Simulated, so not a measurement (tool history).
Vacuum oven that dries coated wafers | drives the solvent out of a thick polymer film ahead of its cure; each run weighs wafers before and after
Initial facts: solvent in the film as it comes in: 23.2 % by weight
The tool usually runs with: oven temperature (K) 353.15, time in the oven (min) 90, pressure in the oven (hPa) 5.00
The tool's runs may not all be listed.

Run 1, hour 0.0: usual settings. Result: solvent left in the film (%) 2.28.
Run 2, hour 68.6: usual settings. Result: solvent left in the film (%) 2.28.
Run 3, hour 122.2: usual settings. Result: solvent left in the film (%) 2.29.
Run 4, hour 203.6: usual settings. Result: solvent left in the film (%) 2.25.
Run 5, hour 289.1: usual settings but pressure in the oven (hPa) 19.84. Result: solvent left in the film (%) 3.87.
Run 6, hour 358.5: usual settings but pressure in the oven (hPa) 19.84. Result: solvent left in the film (%) 3.85.
Run 7, hour 430.1: usual settings. Result: solvent left in the film (%) 2.24.
Run 8, hour 536.1: usual settings. Result: solvent left in the film (%) 2.26.
Run 9, hour 611.6: usual settings. Result: solvent left in the film (%) 2.21.
Run 10, hour 717.3: usual settings. Result: solvent left in the film (%) 2.22.
Run 11, hour 796.5: usual settings but time in the oven (min) 54. Result: solvent left in the film (%) 4.66.
Run 12, hour 890.3: usual settings but time in the oven (min) 54. Result: solvent left in the film (%) 4.57.
Run 13, hour 943.5: usual settings. Result: solvent left in the film (%) 2.19.
Run 14, hour 1032.1: usual settings but oven temperature (K) 361.15, pressure in the oven (hPa) 7.85. Result: solvent left in the film (%) 0.93.
Run 15, hour 1105.5: usual settings but time in the oven (min) 65, pressure in the oven (hPa) 7.89. Result: solvent left in the film (%) 2.92.
Run 16, hour 1201.7: usual settings but oven temperature (K) 360.15, pressure in the oven (hPa) 8.65. Result: solvent left in the film (%) 0.85.
Run 17, hour 1312.5: usual settings but oven temperature (K) 367.15, time in the oven (min) 91, pressure in the oven (hPa) 4.54. Result: solvent left in the film (%) 0.32.
Run 18, hour 1403.8: usual settings but oven temperature (K) 367.15, time in the oven (min) 91, pressure in the oven (hPa) 4.54. Result: solvent left in the film (%) 0.29.
Run 19, hour 1494.6: usual settings but oven temperature (K) 343.15, pressure in the oven (hPa) 9.77. Result: solvent left in the film (%) 7.84.
Run 20, hour 1552.4: usual settings but oven temperature (K) 348.15, time in the oven (min) 128, pressure in the oven (hPa) 3.51. Result: solvent left in the film (%) 2.60.
Run 21, hour 1608.4: usual settings but oven temperature (K) 348.15, time in the oven (min) 128, pressure in the oven (hPa) 3.51. Result: solvent left in the film (%) 2.65.
Run 22, hour 1663.3: usual settings but time in the oven (min) 158, pressure in the oven (hPa) 3.44. Result: solvent left in the film (%) 0.84.
Run 23, hour 1721.8: usual settings but oven temperature (K) 345.15, time in the oven (min) 158, pressure in the oven (hPa) 3.44. Result: solvent left in the film (%) 2.80.
Run 24, hour 1787.9: usual settings but oven temperature (K) 360.15, time in the oven (min) 106. Result: solvent left in the film (%) 0.83.
Run 25, hour 1899.5: usual settings but oven temperature (K) 355.15, time in the oven (min) 152. Result: solvent left in the film (%) 0.96.

Between the runs listed above, the log contained 3 entries, not reproduced here. Where in the sequence does each belong, and how does what the log doesn't record of the tool's condition differ from the listed run before to the listed run after?
Between runs 13 and 14: oven's thermocouples calibrated (hour 1003.8)
  true wafer temperature over the reading, C: 2.34 -> 3.91; true pressure over the reading, kPa: 0.344 -> 0.37
  measured less the result without the state, solvent left in the film (%): -0.39 -> -0.06
Between runs 14 and 15: vacuum gauge cleaned of residue and calibrated (hour 1059.9)
  true wafer temperature over the reading, C: 3.91 -> 3.99; true pressure over the reading, kPa: 0.37 -> 0.001
  measured less the result without the state, solvent left in the film (%): -0.06 -> -1.71
Between runs 18 and 19: oven's thermocouples calibrated, once more (hour 1465.6)
  true wafer temperature over the reading, C: 4.31 -> 0.7; true pressure over the reading, kPa: 0.082 -> 0.106
  measured less the result without the state, solvent left in the film (%): -0.03 -> -0.26

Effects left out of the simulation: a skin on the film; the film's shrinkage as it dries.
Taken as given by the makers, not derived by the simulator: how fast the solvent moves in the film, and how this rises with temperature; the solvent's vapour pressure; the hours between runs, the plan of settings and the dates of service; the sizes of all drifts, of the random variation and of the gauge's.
